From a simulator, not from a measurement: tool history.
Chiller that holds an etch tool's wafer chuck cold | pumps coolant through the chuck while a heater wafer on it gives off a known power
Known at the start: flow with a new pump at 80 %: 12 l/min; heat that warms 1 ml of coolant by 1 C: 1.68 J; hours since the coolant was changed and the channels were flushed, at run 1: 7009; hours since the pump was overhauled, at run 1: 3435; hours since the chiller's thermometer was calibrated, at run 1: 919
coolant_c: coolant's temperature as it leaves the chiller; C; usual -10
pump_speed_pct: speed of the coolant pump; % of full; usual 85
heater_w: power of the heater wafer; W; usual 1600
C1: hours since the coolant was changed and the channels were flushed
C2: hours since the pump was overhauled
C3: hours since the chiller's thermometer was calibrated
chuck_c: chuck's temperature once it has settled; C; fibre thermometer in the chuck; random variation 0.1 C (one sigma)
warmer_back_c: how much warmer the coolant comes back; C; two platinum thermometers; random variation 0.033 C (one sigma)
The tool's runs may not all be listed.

run 1 hour=0.0 | coolant_c=-10 pump_speed_pct=85 heater_w=1600 | C1=7009 C2=3435 C3=919 | chuck_c=3.7 warmer_back_c=4.72
run 2 hour=162.1 | coolant_c=-10 pump_speed_pct=85 heater_w=1600 | C1=7171 C2=3598 C3=1081 | chuck_c=3.9 warmer_back_c=4.77
run 3 hour=292.5 | coolant_c=-10 pump_speed_pct=85 heater_w=1600 | C1=7301 C2=3728 C3=1211 | chuck_c=4.1 warmer_back_c=4.73
run 4 hour=416.0 | coolant_c=-10 pump_speed_pct=85 heater_w=1600 | C1=7425 C2=3851 C3=1335 | chuck_c=4.0 warmer_back_c=4.77
run 5 hour=539.4 | coolant_c=-10 pump_speed_pct=85 heater_w=1600 | C1=7548 C2=3975 C3=1458 | chuck_c=4.2 warmer_back_c=4.75
run 6 hour=618.8 | coolant_c=-10 pump_speed_pct=85 heater_w=1600 | C1=7628 C2=4054 C3=1538 | chuck_c=4.2 warmer_back_c=4.76
run 7 hour=785.5 | coolant_c=-5 pump_speed_pct=85 heater_w=1600 | C1=7794 C2=4221 C3=1704 | chuck_c=9.1 warmer_back_c=4.77
run 8 hour=887.9 | coolant_c=-5 pump_speed_pct=85 heater_w=1600 | C1=7897 C2=4323 C3=1807 | chuck_c=9.2 warmer_back_c=4.78
run 9 hour=986.8 | coolant_c=-5 pump_speed_pct=85 heater_w=1600 | C1=7996 C2=4422 C3=1906 | chuck_c=9.3 warmer_back_c=4.79
run 10 hour=1078.1 | coolant_c=-5 pump_speed_pct=85 heater_w=1600 | C1=8087 C2=4514 C3=1997 | chuck_c=9.4 warmer_back_c=4.77
run 11 hour=1186.7 | coolant_c=-5 pump_speed_pct=85 heater_w=1600 | C1=8196 C2=4622 C3=2106 | chuck_c=9.3 warmer_back_c=4.74
run 12 hour=1281.6 | coolant_c=-10 pump_speed_pct=78 heater_w=1600 | C1=8291 C2=4717 C3=2201 | chuck_c=5.5 warmer_back_c=5.18
run 13 hour=1407.2 | coolant_c=-10 pump_speed_pct=79 heater_w=1600 | C1=8416 C2=4843 C3=2326 | chuck_c=5.4 warmer_back_c=5.18
run 14 hour=1544.0 | coolant_c=-10 pump_speed_pct=79 heater_w=1600 | C1=8553 C2=4980 C3=2463 | chuck_c=5.4 warmer_back_c=5.20
run 15 hour=1660.1 | coolant_c=-18 pump_speed_pct=79 heater_w=1018 | C1=8669 C2=5096 C3=2579 | chuck_c=-8.0 warmer_back_c=3.33
run 16 hour=1818.8 | coolant_c=-17 pump_speed_pct=95 heater_w=1040 | C1=8828 C2=5254 C3=2738 | chuck_c=-8.3 warmer_back_c=2.84
run 17 hour=1915.6 | coolant_c=-17 pump_speed_pct=95 heater_w=1040 | C1=8924 C2=5351 C3=2834 | chuck_c=-8.3 warmer_back_c=2.86
run 18 hour=2041.4 | coolant_c=-19 pump_speed_pct=76 heater_w=1341 | C1=9050 C2=5477 C3=2960 | chuck_c=-5.4 warmer_back_c=4.59
run 19 hour=2194.5 | coolant_c=-20 pump_speed_pct=76 heater_w=1744 | C1=9203 C2=5630 C3=3113 | chuck_c=-2.2 warmer_back_c=5.94
run 20 hour=2331.4 | coolant_c=-20 pump_speed_pct=76 heater_w=1744 | C1=9340 C2=5767 C3=3250 | chuck_c=-2.0 warmer_back_c=5.97
run 21 hour=2437.4 | coolant_c=-17 pump_speed_pct=97 heater_w=1600 | C1=9446 C2=5873 C3=3356 | chuck_c=-3.5 warmer_back_c=4.34
run 22 hour=2568.7 | coolant_c=-3 pump_speed_pct=64 heater_w=1183 | C1=9578 C2=6004 C3=3488 | chuck_c=11.0 warmer_back_c=4.80
run 23 hour=2716.2 | coolant_c=-10 pump_speed_pct=69 heater_w=1600 | C1=9725 C2=6152 C3=3635 | chuck_c=7.9 warmer_back_c=6.03
run 24 hour=2834.8 | coolant_c=-7 pump_speed_pct=97 heater_w=1600 | C1=9844 C2=6270 C3=3754 | chuck_c=6.4 warmer_back_c=4.33
run 25 hour=2983.5 | coolant_c=-9 pump_speed_pct=83 heater_w=883 | C1=9992 C2=6419 C3=3902 | chuck_c=-0.4 warmer_back_c=2.80
run 26 hour=3093.4 | coolant_c=-9 pump_speed_pct=83 heater_w=883 | C1=10102 C2=6529 C3=4012 | chuck_c=-0.2 warmer_back_c=2.77
run 27 hour=3232.8 | coolant_c=-9 pump_speed_pct=83 heater_w=883 | C1=10242 C2=6668 C3=4152 | chuck_c=-0.2 warmer_back_c=2.80
run 28 hour=3390.6 | coolant_c=-4 pump_speed_pct=87 heater_w=883 | C1=10400 C2=6826 C3=4310 | chuck_c=4.5 warmer_back_c=2.61

3 ways to go on from here, each from the tool as it stands after run 28. What would each give?
run A hour=3506.7 | coolant_c=-8 pump_speed_pct=76 heater_w=1600 | C1=10516 C2=6942 C3=4426 | chuck_c=? warmer_back_c=?
run B hour=3506.7 | coolant_c=-10 pump_speed_pct=67 heater_w=1600 | C1=10516 C2=6942 C3=4426 | chuck_c=? warmer_back_c=?
run C hour=3506.7 | coolant_c=-13 pump_speed_pct=86 heater_w=1301 | C1=10516 C2=6942 C3=4426 | chuck_c=? warmer_back_c=?

run=A chuck_c=9.1 warmer_back_c=5.59
run=B chuck_c=8.8 warmer_back_c=6.35
run=C chuck_c=-0.3 warmer_back_c=4.03
Without the tool's hidden state the same runs would have given:
run=A chuck_c=5.4 warmer_back_c=5.02
run=B chuck_c=4.8 warmer_back_c=5.69
run=C chuck_c=-3.0 warmer_back_c=3.62

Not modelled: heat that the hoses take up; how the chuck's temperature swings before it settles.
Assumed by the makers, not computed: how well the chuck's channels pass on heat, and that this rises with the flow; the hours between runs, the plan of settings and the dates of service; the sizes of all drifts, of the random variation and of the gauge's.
